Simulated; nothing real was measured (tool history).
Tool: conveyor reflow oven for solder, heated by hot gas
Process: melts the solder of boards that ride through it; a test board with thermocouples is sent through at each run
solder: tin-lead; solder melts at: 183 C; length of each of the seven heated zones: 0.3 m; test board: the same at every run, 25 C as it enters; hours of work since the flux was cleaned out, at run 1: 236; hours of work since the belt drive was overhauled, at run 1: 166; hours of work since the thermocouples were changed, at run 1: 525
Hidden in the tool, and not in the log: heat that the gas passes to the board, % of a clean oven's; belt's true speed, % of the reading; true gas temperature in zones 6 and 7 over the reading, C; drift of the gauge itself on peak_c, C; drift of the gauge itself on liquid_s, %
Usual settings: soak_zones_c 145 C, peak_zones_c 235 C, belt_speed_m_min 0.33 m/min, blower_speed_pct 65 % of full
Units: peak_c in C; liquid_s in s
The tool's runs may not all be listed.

run   hour  soak_zones_c  peak_zones_c  belt_speed_m_min  blower_speed_pct  hours of work since the flux was cleaned out  hours of work since the belt drive was overhauled  hours of work since the thermocouples were changed  peak_c  liquid_s
  1      0           145           235              0.33                65                                           236                                                166                                                 525   216.1      83.9
  2   28.4           145           238              0.33                65                                           258                                                188                                                 547   219.1      85.7
  3   61.7           145           235              0.33                65                                           283                                                213                                                 572   215.4      83.8
  4   88.7           145           235              0.33                65                                           303                                                234                                                 593   214.9      82.7
  5  118.7           145           235              0.33                65                                           326                                                257                                                 616   215.6      83.1
     133.1  -- flux residue cleaned out of gas plates and filters
  6  141.2           145           235              0.33                65                                             6                                                270                                                 629   217.6      85.9
  7  161.5           145           235              0.33                65                                            22                                                285                                                 645   217.3      86.6
  8  185.6           145           235              0.33                66                                            40                                                304                                                 663   216.9      85.5
  9  209.1           145           235              0.33                66                                            58                                                322                                                 681   216.8      85.3
 10  237.6           145           235              0.33                66                                            80                                                343                                                 703   217.4      85.5
 11  262.3           145           235              0.33                66                                            99                                                362                                                 722   216.9      86.1
 12  292.8           145           235              0.33                65                                           122                                                385                                                 745   216.5      84.7
 13  325.9           145           235              0.33                65                                           147                                                411                                                 770   216.5      85.4
 14  359.6           145           235              0.33                82                                           173                                                436                                                 796   218.4      88.3
 15  383.7           145           241              0.33                65                                           191                                                455                                                 814   220.9      89.9
 16  398.6           145           235              0.33                65                                           202                                                466                                                 825   216.1      83.6
 17    420           145           242             0.278                65                                           219                                                482                                                 842   226.6     114.2
 18  442.7           145           239             0.271                65                                           236                                                500                                                 859   224.9       115
 19  458.3           152           232             0.295                78                                           248                                                512                                                 871     219     104.3
 20  492.9           147           231             0.295                78                                           274                                                538                                                 897   217.4      98.4
 21  519.3           133           235              0.33                89                                           294                                                558                                                 917   217.1        81
 22  548.4           132           225              0.33                65                                           317                                                580                                                 940   204.1        62

Run 23 comes next. What will it give?
 23  566.2           149           224              0.33                58                                           330                                                594                                                 953       ?         ?

peak_c: 205.3 C
liquid_s: 72.3 s
Without the tool's hidden state the same run would have given peak_c 208.7 C, liquid_s 77 s.
